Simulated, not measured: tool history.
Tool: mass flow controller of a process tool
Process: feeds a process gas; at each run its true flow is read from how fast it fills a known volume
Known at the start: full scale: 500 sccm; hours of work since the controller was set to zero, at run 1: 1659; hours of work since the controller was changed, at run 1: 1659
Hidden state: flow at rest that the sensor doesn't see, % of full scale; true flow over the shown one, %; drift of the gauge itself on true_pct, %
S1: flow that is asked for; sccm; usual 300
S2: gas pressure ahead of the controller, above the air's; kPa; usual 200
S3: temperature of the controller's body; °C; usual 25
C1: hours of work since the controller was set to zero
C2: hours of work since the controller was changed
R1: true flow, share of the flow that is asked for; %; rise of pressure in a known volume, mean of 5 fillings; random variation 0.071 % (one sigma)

run,hour,S1,S2,S3,C1,C2,R1
1,0,300,200,25,1659,1659,99.72
2,70.8,310,200,25,1702,1702,99.69
3,119.7,310,200,32,1732,1732,100.44
4,156.7,310,200,32,1755,1755,100.55
5,216,310,200,32,1792,1792,100.47
6,274.3,81,200,25,1827,1827,97.71
7,347.5,254,200,25,1872,1872,99.48
8,393,254,200,25,1900,1900,99.56
9,431.7,254,200,25,1924,1924,99.45
10,509.1,254,200,25,1972,1972,99.55
11,587.5,254,200,25,2020,2020,99.69
12,655.9,254,200,28,2062,2062,99.78
13,719.7,300,200,21,2101,2101,99.24
14,757.4,300,200,21,2124,2124,99.32
15,814.6,300,232,25,2159,2159,99.79
16,861,300,232,25,2188,2188,99.72
17,898.4,300,232,25,2211,2211,99.76
18,941.5,300,232,24,2237,2237,99.71
19,1008.3,300,232,24,2278,2278,99.58
20,1075.9,300,232,24,2320,2320,99.63
21,1150.4,300,200,26,2366,2366,99.7
22,1185.3,300,200,25,2387,2387,99.67
23,1217,300,200,25,2407,2407,99.58
24,1276.6,300,200,25,2443,2443,99.62
25,1349.6,167,217,22,2488,2488,98.43
26,1392.9,93,217,22,2515,2515,97.1
27,1450.3,131,185,27,2550,2550,98.42
28,1493.9,131,185,35,2577,2577,99.26
29,1549.9,131,185,35,2611,2611,99.06
30,1601.3,276,162,24,2643,2643,99.23
31,1665.6,132,176,27,2682,2682,98.41
32,1733.5,132,176,27,2724,2724,98.39
33,1770.2,90,176,28,2746,2746,97.36
34,1842.5,70,279,21,2791,2791,95.79
35,1916.1,70,279,21,2836,2836,95.91
36,1982.3,70,279,21,2877,2877,95.76
37,2046.5,455,153,37,2916,2916,101.35
38,2081,274,239,37,2937,2937,100.67
39,2121.8,159,239,25,2963,2963,98.56
40,2167.8,260,200,22,2991,2991,98.95
41,2243.4,108,197,27,3037,3037,97.6
42,2288.3,162,197,27,3065,3065,98.57
43,2337.5,162,197,27,3095,3095,98.59
44,2369.7,162,197,27,3115,3115,98.6
45,2436.4,130,251,24,3156,3156,97.83
46,2476.9,130,258,24,3181,3181,98.03

Run 47 comes next. What will it give?
47,2530.2,232,155,38,3213,3213,?

{"run 47": {"R1": 100.31}}
Without the tool's hidden state the same run would have given R1 100.88 %.
